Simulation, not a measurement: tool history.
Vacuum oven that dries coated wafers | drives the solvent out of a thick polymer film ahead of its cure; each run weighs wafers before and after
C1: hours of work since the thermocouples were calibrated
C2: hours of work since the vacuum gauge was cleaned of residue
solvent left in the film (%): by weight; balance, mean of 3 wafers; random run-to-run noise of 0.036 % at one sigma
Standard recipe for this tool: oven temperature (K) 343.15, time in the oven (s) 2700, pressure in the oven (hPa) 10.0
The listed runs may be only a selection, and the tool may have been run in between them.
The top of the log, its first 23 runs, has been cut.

{"run": 24, "day": 28.0, "oven temperature (K)": 343.15, "time in the oven (s)": 2700, "pressure in the oven (hPa)": 10.0, "C1": 411, "C2": 609, "solvent left in the film (%)": 1.13}
{"run": 25, "day": 28.925, "oven temperature (K)": 343.15, "time in the oven (s)": 2700, "pressure in the oven (hPa)": 10.0, "C1": 422, "C2": 620, "solvent left in the film (%)": 1.12}
{"day": 29.121, "done": "vacuum gauge cleaned of residue and calibrated"}
{"run": 26, "day": 30.3, "oven temperature (K)": 339.15, "time in the oven (s)": 2700, "pressure in the oven (hPa)": 24.2, "C1": 437, "C2": 13, "solvent left in the film (%)": 2.87}
{"run": 27, "day": 31.196, "oven temperature (K)": 355.15, "time in the oven (s)": 4500, "pressure in the oven (hPa)": 7.8, "C1": 447, "C2": 24, "solvent left in the film (%)": 0.42}
{"run": 28, "day": 32.746, "oven temperature (K)": 341.15, "time in the oven (s)": 1380, "pressure in the oven (hPa)": 39.7, "C1": 464, "C2": 41, "solvent left in the film (%)": 5.03}
{"run": 29, "day": 34.171, "oven temperature (K)": 341.15, "time in the oven (s)": 4560, "pressure in the oven (hPa)": 39.7, "C1": 481, "C2": 57, "solvent left in the film (%)": 2.99}
{"run": 30, "day": 35.779, "oven temperature (K)": 343.15, "time in the oven (s)": 2640, "pressure in the oven (hPa)": 10.6, "C1": 499, "C2": 76, "solvent left in the film (%)": 1.27}
{"run": 31, "day": 37.246, "oven temperature (K)": 356.15, "time in the oven (s)": 2700, "pressure in the oven (hPa)": 10.3, "C1": 516, "C2": 92, "solvent left in the film (%)": 0.55}
{"run": 32, "day": 38.55, "oven temperature (K)": 343.15, "time in the oven (s)": 1560, "pressure in the oven (hPa)": 6.7, "C1": 530, "C2": 107, "solvent left in the film (%)": 2.11}
{"day": 38.712, "done": "vacuum gauge cleaned of residue and calibrated, once more"}
{"run": 33, "day": 40.079, "oven temperature (K)": 342.15, "time in the oven (s)": 2520, "pressure in the oven (hPa)": 23.8, "C1": 547, "C2": 16, "solvent left in the film (%)": 1.97}
{"run": 34, "day": 40.942, "oven temperature (K)": 342.15, "time in the oven (s)": 2520, "pressure in the oven (hPa)": 23.8, "C1": 557, "C2": 25, "solvent left in the film (%)": 2.0}
{"run": 35, "day": 42.071, "oven temperature (K)": 334.15, "time in the oven (s)": 2520, "pressure in the oven (hPa)": 32.6, "C1": 570, "C2": 38, "solvent left in the film (%)": 4.83}
{"run": 36, "day": 42.867, "oven temperature (K)": 356.15, "time in the oven (s)": 1980, "pressure in the oven (hPa)": 10.0, "C1": 579, "C2": 47, "solvent left in the film (%)": 0.35}

For run 37, what comes out?
{"run": 37, "day": 44.354, "oven temperature (K)": 340.15, "time in the oven (s)": 2100, "pressure in the oven (hPa)": 33.6, "C1": 596, "C2": 64, "solvent left in the film (%)": "?"}

Logged for run 37: solvent left in the film (%) 3.36.
On a tool with no hidden condition, and with the same random variation, this run would have come out at solvent left in the film (%) 3.84.
